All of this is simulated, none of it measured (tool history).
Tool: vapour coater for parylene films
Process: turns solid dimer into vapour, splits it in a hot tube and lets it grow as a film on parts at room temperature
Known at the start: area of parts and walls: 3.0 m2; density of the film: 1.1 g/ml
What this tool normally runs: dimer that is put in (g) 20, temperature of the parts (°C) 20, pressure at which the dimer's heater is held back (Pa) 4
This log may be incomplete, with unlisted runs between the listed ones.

run,day,dimer that is put in (g),temperature of the parts (°C),pressure at which the dimer's heater is held back (Pa),thickness of the film (µm)
1,0,20,20,4,4.9
2,0.529,20,20,4,4.9
3,1.275,20,20,4,4.95
4,2.588,20,20,4,4.91
5,3.125,20,20,4,4.9
6,3.817,20,20,4,4.93
7,5.021,20,20,2.65,5.15
8,6.046,20,26,4,4.42
9,6.588,20,13,4,5.44
10,7.725,22,20,4,5.46
11,8.942,24,30,4,5
12,9.742,16,22,6.88,3.49
13,10.342,16,27,6.88,3.3
14,11.404,16,27,6.88,3.29
15,12.288,27,14,3.88,7.33
16,12.875,20,15,4,5.36
17,13.962,20,15,2.87,5.57

Missing from the log above: 1 entry noted between runs. For each, name the pair of listed runs it sits between and say how the tool's hidden condition differs from the listed run just before to the listed run just after:
Run 9 -> run 10: trap's valve overhauled (day 6.862)
  vapour lost through the trap's worn valve, %: 0.3 -> 0
